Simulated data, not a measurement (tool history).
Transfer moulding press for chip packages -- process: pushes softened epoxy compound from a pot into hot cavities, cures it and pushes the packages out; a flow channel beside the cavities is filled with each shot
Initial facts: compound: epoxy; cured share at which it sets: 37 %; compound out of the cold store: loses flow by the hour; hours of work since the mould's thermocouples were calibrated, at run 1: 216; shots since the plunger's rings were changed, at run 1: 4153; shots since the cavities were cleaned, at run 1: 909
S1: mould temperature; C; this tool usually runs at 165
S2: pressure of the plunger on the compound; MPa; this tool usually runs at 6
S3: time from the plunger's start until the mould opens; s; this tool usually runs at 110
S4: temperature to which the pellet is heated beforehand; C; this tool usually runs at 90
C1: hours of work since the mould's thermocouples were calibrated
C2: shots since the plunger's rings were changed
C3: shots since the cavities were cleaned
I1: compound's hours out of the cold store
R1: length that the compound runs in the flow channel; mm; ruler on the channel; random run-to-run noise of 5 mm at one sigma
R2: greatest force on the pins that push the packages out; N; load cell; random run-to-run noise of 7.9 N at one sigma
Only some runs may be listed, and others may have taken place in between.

| run | hour | S1 | S2 | S3 | S4 | C1 | C2 | C3 | I1 | R1 | R2 |
|---|---|---|---|---|---|---|---|---|---|---|---|
| 1 | 0 | 165 | 6 | 110 | 90 | 216 | 4153 | 909 | 26.9 | 481 | 655 |
|  | 17 | cavities cleaned with cleaning compound and waxed |
| 2 | 18.6 | 165 | 6 | 110 | 90 | 227 | 4327 | 16 | 34.3 | 467 | 381 |
| 3 | 32.5 | 165 | 6 | 94 | 90 | 236 | 4469 | 158 | 27.6 | 471 | 579 |
| 4 | 46.2 | 165 | 6 | 94 | 90 | 244 | 4609 | 298 | 28 | 471 | 691 |
| 5 | 66.5 | 165 | 6 | 110 | 90 | 257 | 4815 | 504 | 38 | 453 | 545 |
|  | 79.7 | plunger's sealing rings changed |
| 6 | 82 | 165 | 6 | 110 | 90 | 265 | 24 | 636 | 12.2 | 537 | 623 |
| 7 | 95.4 | 165 | 6 | 110 | 90 | 273 | 161 | 773 | 27.1 | 514 | 640 |
| 8 | 111.5 | 165 | 6.95 | 110 | 90 | 283 | 325 | 937 | 9.9 | 591 | 664 |
| 9 | 122.1 | 165 | 6.95 | 110 | 90 | 290 | 432 | 1044 | 26.6 | 550 | 667 |
|  | 125 | cavities cleaned with cleaning compound and waxed |
| 10 | 139.6 | 165 | 6 | 118 | 90 | 299 | 595 | 148 | 14.3 | 544 | 425 |
| 11 | 156.5 | 165 | 6 | 118 | 90 | 310 | 767 | 320 | 42.1 | 481 | 478 |
| 12 | 178 | 165 | 6 | 118 | 90 | 323 | 986 | 539 | 12 | 533 | 557 |
| 13 | 198.3 | 165 | 6 | 118 | 90 | 336 | 1193 | 746 | 43.5 | 473 | 553 |
|  | 204.6 | mould's thermocouples calibrated |
| 14 | 214.3 | 165 | 6 | 110 | 86 | 6 | 1335 | 888 | 43.8 | 463 | 618 |
|  | 232.2 | cavities cleaned with cleaning compound and waxed |
| 15 | 238.2 | 165 | 6 | 110 | 86 | 20 | 1563 | 60 | 42.7 | 469 | 383 |
| 16 | 260.9 | 165 | 6 | 110 | 82 | 34 | 1795 | 292 | 41.8 | 457 | 493 |
| 17 | 276 | 165 | 6 | 110 | 82 | 43 | 1948 | 445 | 33.1 | 481 | 550 |
| 18 | 295.8 | 165 | 5.26 | 100 | 90 | 56 | 2150 | 647 | 14.6 | 492 | 729 |
| 19 | 307.6 | 165 | 6.8 | 142 | 90 | 63 | 2270 | 767 | 19.1 | 543 | 501 |
| 20 | 320 | 165 | 6.8 | 142 | 90 | 71 | 2397 | 894 | 43 | 479 | 529 |
| 21 | 335.1 | 157 | 5.61 | 130 | 90 | 80 | 2550 | 1047 | 17.1 | 504 | 805 |
|  | 338.5 | cavities cleaned with cleaning compound and waxed |
| 22 | 351.3 | 161 | 5.61 | 130 | 86 | 89 | 2699 | 130 | 15.2 | 502 | 425 |
| 23 | 367 | 166 | 5.86 | 130 | 86 | 99 | 2860 | 291 | 36.8 | 463 | 430 |
| 24 | 377.4 | 171 | 5.32 | 110 | 90 | 105 | 2966 | 397 | 37.4 | 433 | 458 |
| 25 | 391.8 | 159 | 5.53 | 141 | 90 | 114 | 3112 | 543 | 47.8 | 434 | 524 |
| 26 | 404.7 | 159 | 5.53 | 107 | 90 | 122 | 3243 | 674 | 37 | 451 | 880 |
| 27 | 416.5 | 165 | 6 | 110 | 95 | 129 | 3363 | 794 | 43.5 | 451 | 596 |
| 28 | 426.8 | 165 | 6 | 110 | 84 | 136 | 3468 | 899 | 15.3 | 510 | 653 |
|  | 443.9 | cavities cleaned with cleaning compound and waxed |
| 29 | 450.7 | 165 | 6 | 139 | 82 | 150 | 3696 | 69 | 42.1 | 452 | 316 |
| 30 | 463.3 | 158 | 5.39 | 142 | 88 | 157 | 3824 | 197 | 25.6 | 469 | 434 |

Selected run-to-run steps in R1, each split into two signed amounts: the part the tool would show with no hidden state at all (from settings, incoming material and random variation), and the remainder, which goes to the hidden state together with any gauge scatter not common to the measured and the hidden-state-free results:
What the log doesn't record here: true mould temperature over the reading, C; pressure that reaches the compound, % of what is set; grip of the stained cavities, % over clean ones'; drift of the gauge itself on flow_mm, %; drift of the gauge itself on push_out_n, %.
Run 2 -> 3: S3 110 -> 94. R1 +4 mm: hidden state -3, all else +7.
Run 5 -> 6: plunger's sealing rings changed. R1 +84 mm: hidden state +36, all else +48.
Run 7 -> 8: S2 6 -> 6.95. R1 +77 mm: hidden state -2, all else +79.
Run 19 -> 20: nothing adjusted, nothing logged. R1 -64 mm: hidden state +1, all else -65.
Run 27 -> 28: S4 95 -> 84. R1 +59 mm: hidden state -4, all else +63.
